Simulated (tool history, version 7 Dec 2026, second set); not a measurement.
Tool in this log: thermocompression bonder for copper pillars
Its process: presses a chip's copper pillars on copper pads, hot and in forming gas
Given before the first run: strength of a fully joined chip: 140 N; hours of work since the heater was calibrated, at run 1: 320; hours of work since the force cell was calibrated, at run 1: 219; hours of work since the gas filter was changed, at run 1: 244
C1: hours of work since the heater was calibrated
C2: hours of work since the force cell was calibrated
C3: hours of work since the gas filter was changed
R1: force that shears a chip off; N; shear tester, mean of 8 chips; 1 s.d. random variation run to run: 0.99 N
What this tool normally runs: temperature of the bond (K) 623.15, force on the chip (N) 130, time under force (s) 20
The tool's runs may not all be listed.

run 1 day=0 | temperature_of_the_bond_(K)=623.15 force_on_the_chip_(N)=130 time_under_force_(s)=20 | C1=320 C2=219 C3=244 | R1=75.5
run 2 day=0.95 | temperature_of_the_bond_(K)=623.15 force_on_the_chip_(N)=130 time_under_force_(s)=20 | C1=338 C2=237 C3=263 | R1=73.8
run 3 day=1.867 | temperature_of_the_bond_(K)=623.15 force_on_the_chip_(N)=151 time_under_force_(s)=20 | C1=356 C2=255 C3=280 | R1=82.8
-- day=2.175 forming gas filter changed
run 4 day=2.308 | temperature_of_the_bond_(K)=623.15 force_on_the_chip_(N)=111 time_under_force_(s)=20 | C1=364 C2=263 C3=3 | R1=74.3
run 5 day=3.142 | temperature_of_the_bond_(K)=623.15 force_on_the_chip_(N)=111 time_under_force_(s)=16 | C1=379 C2=279 C3=18 | R1=69.3
run 6 day=3.875 | temperature_of_the_bond_(K)=608.15 force_on_the_chip_(N)=130 time_under_force_(s)=20 | C1=393 C2=293 C3=32 | R1=73.3
run 7 day=4.738 | temperature_of_the_bond_(K)=608.15 force_on_the_chip_(N)=130 time_under_force_(s)=20 | C1=410 C2=309 C3=49 | R1=71.9
run 8 day=5.604 | temperature_of_the_bond_(K)=623.15 force_on_the_chip_(N)=130 time_under_force_(s)=20 | C1=426 C2=326 C3=65 | R1=82.8
-- day=5.779 heater calibrated with a thermocouple chip
run 9 day=6.625 | temperature_of_the_bond_(K)=623.15 force_on_the_chip_(N)=130 time_under_force_(s)=20 | C1=16 C2=344 C3=83 | R1=82.7
run 10 day=7.4 | temperature_of_the_bond_(K)=623.15 force_on_the_chip_(N)=130 time_under_force_(s)=20 | C1=31 C2=359 C3=98 | R1=80.7
run 11 day=7.9 | temperature_of_the_bond_(K)=599.15 force_on_the_chip_(N)=130 time_under_force_(s)=20 | C1=41 C2=368 C3=108 | R1=64.9
run 12 day=8.446 | temperature_of_the_bond_(K)=599.15 force_on_the_chip_(N)=130 time_under_force_(s)=20 | C1=51 C2=379 C3=118 | R1=64.4
run 13 day=8.942 | temperature_of_the_bond_(K)=599.15 force_on_the_chip_(N)=130 time_under_force_(s)=20 | C1=60 C2=388 C3=128 | R1=65.3
-- day=9.625 heater calibrated with a thermocouple chip, once more
run 14 day=9.625 | temperature_of_the_bond_(K)=623.15 force_on_the_chip_(N)=98 time_under_force_(s)=20 | C1=0 C2=399 C3=139 | R1=63.9
run 15 day=10.592 | temperature_of_the_bond_(K)=623.15 force_on_the_chip_(N)=98 time_under_force_(s)=20 | C1=18 C2=418 C3=157 | R1=64.1
run 16 day=11.392 | temperature_of_the_bond_(K)=623.15 force_on_the_chip_(N)=98 time_under_force_(s)=20 | C1=34 C2=433 C3=173 | R1=63.8
run 17 day=12.083 | temperature_of_the_bond_(K)=616.15 force_on_the_chip_(N)=178 time_under_force_(s)=20 | C1=47 C2=446 C3=186 | R1=94.2
run 18 day=12.858 | temperature_of_the_bond_(K)=616.15 force_on_the_chip_(N)=178 time_under_force_(s)=20 | C1=62 C2=461 C3=201 | R1=93.2
run 19 day=13.442 | temperature_of_the_bond_(K)=602.15 force_on_the_chip_(N)=165 time_under_force_(s)=26 | C1=73 C2=472 C3=212 | R1=85.3
run 20 day=14.088 | temperature_of_the_bond_(K)=639.15 force_on_the_chip_(N)=109 time_under_force_(s)=42 | C1=85 C2=485 C3=224 | R1=96.4
run 21 day=14.725 | temperature_of_the_bond_(K)=623.15 force_on_the_chip_(N)=96 time_under_force_(s)=22 | C1=97 C2=497 C3=236 | R1=62.4
run 22 day=15.475 | temperature_of_the_bond_(K)=623.15 force_on_the_chip_(N)=96 time_under_force_(s)=22 | C1=112 C2=511 C3=251 | R1=63
run 23 day=16.371 | temperature_of_the_bond_(K)=623.15 force_on_the_chip_(N)=96 time_under_force_(s)=22 | C1=129 C2=528 C3=268 | R1=61.8
run 24 day=17.112 | temperature_of_the_bond_(K)=623.15 force_on_the_chip_(N)=96 time_under_force_(s)=22 | C1=143 C2=542 C3=282 | R1=61.1
-- day=17.346 forming gas filter changed
run 25 day=17.692 | temperature_of_the_bond_(K)=623.15 force_on_the_chip_(N)=96 time_under_force_(s)=22 | C1=154 C2=553 C3=7 | R1=68.4
run 26 day=18.475 | temperature_of_the_bond_(K)=616.15 force_on_the_chip_(N)=96 time_under_force_(s)=22 | C1=168 C2=568 C3=22 | R1=65.8
run 27 day=19.346 | temperature_of_the_bond_(K)=623.15 force_on_the_chip_(N)=137 time_under_force_(s)=27 | C1=185 C2=585 C3=38 | R1=96.8
run 28 day=19.958 | temperature_of_the_bond_(K)=647.15 force_on_the_chip_(N)=185 time_under_force_(s)=59 | C1=197 C2=596 C3=50 | R1=131.8

What if the next run were any one of these 4? Each begins from the tool's condition after run 28:
run A day=20.596 | temperature_of_the_bond_(K)=609.15 force_on_the_chip_(N)=130 time_under_force_(s)=10 | C1=209 C2=609 C3=62 | R1=?
run B day=20.596 | temperature_of_the_bond_(K)=595.15 force_on_the_chip_(N)=84 time_under_force_(s)=15 | C1=209 C2=609 C3=62 | R1=?
run C day=20.596 | temperature_of_the_bond_(K)=647.15 force_on_the_chip_(N)=148 time_under_force_(s)=46 | C1=209 C2=609 C3=62 | R1=?
run D day=20.596 | temperature_of_the_bond_(K)=648.15 force_on_the_chip_(N)=98 time_under_force_(s)=20 | C1=209 C2=609 C3=62 | R1=?

run=A R1=57.9
run=B R1=38.3
run=C R1=124.2
run=D R1=81.7
With no hidden state in the tool, these same runs would have given:
run=A R1=59.4
run=B R1=39.3
run=C R1=127.4
run=D R1=83.6

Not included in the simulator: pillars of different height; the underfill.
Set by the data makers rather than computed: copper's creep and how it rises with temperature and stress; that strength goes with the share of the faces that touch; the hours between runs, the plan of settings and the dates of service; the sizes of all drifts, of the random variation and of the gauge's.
